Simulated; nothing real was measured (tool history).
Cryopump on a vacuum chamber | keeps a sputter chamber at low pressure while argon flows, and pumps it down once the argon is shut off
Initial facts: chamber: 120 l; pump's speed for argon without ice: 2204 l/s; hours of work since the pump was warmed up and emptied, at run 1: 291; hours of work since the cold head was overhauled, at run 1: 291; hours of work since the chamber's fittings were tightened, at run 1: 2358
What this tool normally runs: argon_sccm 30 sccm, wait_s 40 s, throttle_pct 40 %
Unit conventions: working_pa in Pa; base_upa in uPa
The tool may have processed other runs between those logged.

run    hour  argon_sccm  wait_s  throttle_pct  hours of work since the pump was warmed up and emptied  hours of work since the cold head was overhauled  hours of work since the chamber's fittings were tightened  working_pa  base_upa
  1       0          30      40            40                                                     291                                               291                                                       2358      0.0612      1.21
  2    35.6          30      40            40                                                     322                                               322                                                       2389       0.063      1.26
  3    76.1          25      40            40                                                     357                                               357                                                       2424      0.0527      1.27
  4     121          25      40            40                                                     396                                               396                                                       2464      0.0533      1.34
  5   171.2          30      40            40                                                     440                                               440                                                       2507      0.0657      1.31
  6   204.4          30      40            40                                                     469                                               469                                                       2536      0.0658      1.34
  7   256.2          30      40            40                                                     514                                               514                                                       2581      0.0664      1.36
  8   318.4          30      40            40                                                     568                                               568                                                       2636      0.0683      1.38
  9   361.8          30      40            41                                                     606                                               606                                                       2673      0.0676      1.41
      376.9  -- pump warmed up, emptied and cooled again
 10   425.6          30      29            40                                                      42                                               657                                                       2725      0.0572      1.59
 11   476.3          30      40            40                                                      87                                               702                                                       2769      0.0593      1.25
 12   502.8          30      40            40                                                     110                                               725                                                       2792       0.059      1.28
 13     557          30      40            40                                                     157                                               772                                                       2839      0.0611       1.3
 14   606.8          30      40            40                                                     200                                               815                                                       2882      0.0606      1.23
 15   638.1          41      40            40                                                     228                                               843                                                       2910      0.0827      1.28
 16   669.6          41      40            40                                                     255                                               870                                                       2937      0.0844      1.33
 17     724          30      40            52                                                     302                                               917                                                       2985      0.0485      1.24
 18     756          30      40            52                                                     330                                               945                                                       3012      0.0488      1.29
 19   809.9          16      36            32                                                     377                                               992                                                       3059      0.0424      1.44
 20   853.7          16      36            32                                                     415                                              1030                                                       3098      0.0425      1.45
 21   897.7          29     192            52                                                     454                                              1069                                                       3136      0.0498      0.69
 22   929.1          34      40            23                                                     481                                              1096                                                       3163      0.1226      1.39
 23   977.5          24     280            38                                                     523                                              1138                                                       3205      0.0543      0.66
 24  1022.4          31     248            17                                                     562                                              1177                                                       3245      0.1493      0.67
 25  1075.4          16      69            22                                                     609                                              1224                                                       3291      0.0616      1.09

Estimate the outcome of run 26 from the log above:
     1086.3  -- pump warmed up, emptied and cooled again
 26  1106.7          35      44            15                                                      18                                              1246                                                       3314           ?         ?

{"run 26": {"working_pa": 0.1803, "base_upa": 1.17}}
Were there no unlogged condition in the tool, this run, its random variation unchanged, would have produced working_pa 0.1795 Pa, base_upa 0.9 uPa.
